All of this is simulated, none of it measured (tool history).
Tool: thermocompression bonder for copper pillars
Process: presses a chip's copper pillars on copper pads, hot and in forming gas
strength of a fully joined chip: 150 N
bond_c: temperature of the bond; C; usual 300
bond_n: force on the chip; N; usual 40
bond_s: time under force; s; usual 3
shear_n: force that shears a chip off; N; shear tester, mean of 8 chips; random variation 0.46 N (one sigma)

run 1 hour=0 | bond_c=300 bond_n=40 bond_s=3 | shear_n=56.8
run 2 hour=6.7 | bond_c=326 bond_n=40 bond_s=3 | shear_n=73.4
run 3 hour=10.7 | bond_c=300 bond_n=40 bond_s=3 | shear_n=58.1
run 4 hour=20.6 | bond_c=300 bond_n=40 bond_s=3 | shear_n=57
run 5 hour=29 | bond_c=278 bond_n=40 bond_s=3 | shear_n=44.9
run 6 hour=33.1 | bond_c=300 bond_n=40 bond_s=3 | shear_n=57.3
run 7 hour=41 | bond_c=300 bond_n=40 bond_s=3 | shear_n=57
run 8 hour=45.9 | bond_c=300 bond_n=43 bond_s=3 | shear_n=61.3
run 9 hour=52.6 | bond_c=300 bond_n=43 bond_s=3 | shear_n=61.5
run 10 hour=61.1 | bond_c=300 bond_n=43 bond_s=3 | shear_n=62.3
run 11 hour=69.7 | bond_c=300 bond_n=60 bond_s=3 | shear_n=85.8
run 12 hour=75.3 | bond_c=300 bond_n=60 bond_s=3 | shear_n=85.5
run 13 hour=83.8 | bond_c=300 bond_n=44 bond_s=3 | shear_n=63
run 14 hour=92 | bond_c=300 bond_n=44 bond_s=3 | shear_n=63.2
run 15 hour=100.1 | bond_c=300 bond_n=44 bond_s=3 | shear_n=63.2
run 16 hour=106.4 | bond_c=330 bond_n=47 bond_s=4 | shear_n=95.8
run 17 hour=113.5 | bond_c=330 bond_n=46 bond_s=4 | shear_n=94
run 18 hour=122.5 | bond_c=330 bond_n=46 bond_s=4 | shear_n=94.8

5 ways to go on from here, each from the tool as it stands after run 18. What would each give?
run A hour=131.8 | bond_c=297 bond_n=50 bond_s=6 | shear_n=?
run B hour=131.8 | bond_c=327 bond_n=40 bond_s=4 | shear_n=?
run C hour=131.8 | bond_c=311 bond_n=40 bond_s=3 | shear_n=?
run D hour=131.8 | bond_c=330 bond_n=33 bond_s=7 | shear_n=?
run E hour=131.8 | bond_c=300 bond_n=31 bond_s=6 | shear_n=?

run=A shear_n=89.3
run=B shear_n=81.3
run=C shear_n=62.6
run=D shear_n=83.4
run=E shear_n=56.7
Without the tool's hidden state the same runs would have given:
run=A shear_n=89.3
run=B shear_n=81.2
run=C shear_n=62.5
run=D shear_n=83.4
run=E shear_n=56.6

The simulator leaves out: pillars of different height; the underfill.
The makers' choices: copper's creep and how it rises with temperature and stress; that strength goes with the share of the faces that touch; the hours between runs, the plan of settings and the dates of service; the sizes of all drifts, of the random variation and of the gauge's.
